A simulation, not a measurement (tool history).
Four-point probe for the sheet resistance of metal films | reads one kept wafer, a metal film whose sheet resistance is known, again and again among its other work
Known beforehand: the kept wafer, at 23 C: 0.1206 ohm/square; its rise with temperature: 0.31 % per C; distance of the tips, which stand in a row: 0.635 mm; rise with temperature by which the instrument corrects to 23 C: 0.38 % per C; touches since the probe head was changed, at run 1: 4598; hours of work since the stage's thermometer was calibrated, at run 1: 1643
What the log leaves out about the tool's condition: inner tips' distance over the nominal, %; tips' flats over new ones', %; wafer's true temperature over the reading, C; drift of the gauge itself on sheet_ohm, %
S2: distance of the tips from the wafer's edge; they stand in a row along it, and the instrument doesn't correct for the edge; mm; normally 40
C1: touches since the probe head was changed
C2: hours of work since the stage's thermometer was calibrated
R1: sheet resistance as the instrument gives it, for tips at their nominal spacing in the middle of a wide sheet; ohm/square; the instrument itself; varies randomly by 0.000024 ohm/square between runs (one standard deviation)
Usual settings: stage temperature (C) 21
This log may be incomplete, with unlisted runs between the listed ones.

Run 1, hour 0: usual settings; C1 4598; C2 1643. Result: R1 0.12022 ohm/square.
Run 2, hour 17.7: usual settings; C1 4908; C2 1652. Result: R1 0.120213 ohm/square.
Run 3, hour 60.8: usual settings; C1 5666; C2 1675. Result: R1 0.120244 ohm/square.
Run 4, hour 85.2: usual settings; C1 6096; C2 1688. Result: R1 0.12023 ohm/square.
Run 5, hour 114.3: usual settings but stage temperature (C) 22; C1 6608; C2 1703. Result: R1 0.120208 ohm/square.
At hour 116.9: stage's thermometer calibrated.
Run 6, hour 141.3: usual settings but stage temperature (C) 22; C1 7073; C2 13. Result: R1 0.120146 ohm/square.
Run 7, hour 182.6: usual settings but stage temperature (C) 26; C1 7800; C2 35. Result: R1 0.119752 ohm/square.
Run 8, hour 215.1: usual settings but stage temperature (C) 35; C1 8371; C2 52. Result: R1 0.119042 ohm/square.
Run 9, hour 250.1: usual settings but stage temperature (C) 35; C1 8986; C2 70. Result: R1 0.119091 ohm/square.
Run 10, hour 268.1: usual settings but stage temperature (C) 24, S2 67 mm; C1 9303; C2 80. Result: R1 0.11998 ohm/square.
Run 11, hour 310.7: usual settings but stage temperature (C) 18; C1 10053; C2 102. Result: R1 0.120486 ohm/square.
Run 12, hour 341.8: usual settings but stage temperature (C) 22, S2 20 mm; C1 10600; C2 119. Result: R1 0.120208 ohm/square.
At hour 365: stage's thermometer calibrated, once more.
Run 13, hour 377.3: usual settings but stage temperature (C) 27; C1 11214; C2 6. Result: R1 0.11988 ohm/square.
Run 14, hour 397.1: usual settings but stage temperature (C) 27, S2 69 mm; C1 11562; C2 17. Result: R1 0.119854 ohm/square.
Run 15, hour 421.4: usual settings but stage temperature (C) 27, S2 69 mm; C1 11990; C2 30. Result: R1 0.119879 ohm/square.

Alternative continuations, all from the tool just after run 15; predict every row:
Run A, hour 461.2: usual settings but stage temperature (C) 23, S2 28 mm; C1 12690; C2 51. Result: R1 ?.
Run B, hour 461.2: usual settings but stage temperature (C) 33, S2 69 mm; C1 12690; C2 51. Result: R1 ?.
Run C, hour 461.2: usual settings but stage temperature (C) 30, S2 14 mm; C1 12690; C2 51. Result: R1 ?.
Run D, hour 461.2: usual settings but stage temperature (C) 29; C1 12690; C2 51. Result: R1 ?.
Run E, hour 461.2: usual settings but stage temperature (C) 26, S2 22 mm; C1 12690; C2 51. Result: R1 ?.

run        R1
  A  0.120301
  B   0.11937
  C  0.119762
  D  0.119725
  E  0.120033
What these runs would have given with no unlogged condition in the tool:
run        R1
  A  0.120695
  B  0.119762
  C  0.120155
  D  0.120117
  E  0.120426
